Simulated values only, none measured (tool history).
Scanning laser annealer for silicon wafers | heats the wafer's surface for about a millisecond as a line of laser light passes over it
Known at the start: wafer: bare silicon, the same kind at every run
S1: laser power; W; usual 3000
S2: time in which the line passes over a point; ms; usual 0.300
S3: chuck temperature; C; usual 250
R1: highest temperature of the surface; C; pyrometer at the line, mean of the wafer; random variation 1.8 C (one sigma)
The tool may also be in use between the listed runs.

run	hour	S1	S2	S3	R1
1	0.0	3000	0.300	250	993
2	65.0	3000	0.300	270	1007
# hour 82.9: window over the wafer cleaned
3	149.4	3000	0.300	250	1019
4	197.6	3000	0.300	250	1014
5	256.8	3000	0.300	250	1013
# hour 347.9: optics aligned, line set to its width
6	348.9	3000	0.350	250	1091
7	392.7	3000	0.300	250	1021
8	435.4	2766	0.214	265	855
9	485.7	2766	0.214	265	851
10	568.0	3000	0.300	272	1028
11	618.7	3000	0.314	273	1041
# hour 708.6: window over the wafer cleaned
12	708.7	3000	0.314	279	1084
13	803.4	3000	0.314	279	1075

Forecast each of these 3 alternatives for the next run:
A	884.0	2766	0.300	244	?
B	884.0	2932	0.300	233	?
C	884.0	3118	0.374	276	?

run	R1
A	944
B	981
C	1175
Without the tool's hidden state the same runs would have given:
run	R1
A	968
B	1006
C	1206

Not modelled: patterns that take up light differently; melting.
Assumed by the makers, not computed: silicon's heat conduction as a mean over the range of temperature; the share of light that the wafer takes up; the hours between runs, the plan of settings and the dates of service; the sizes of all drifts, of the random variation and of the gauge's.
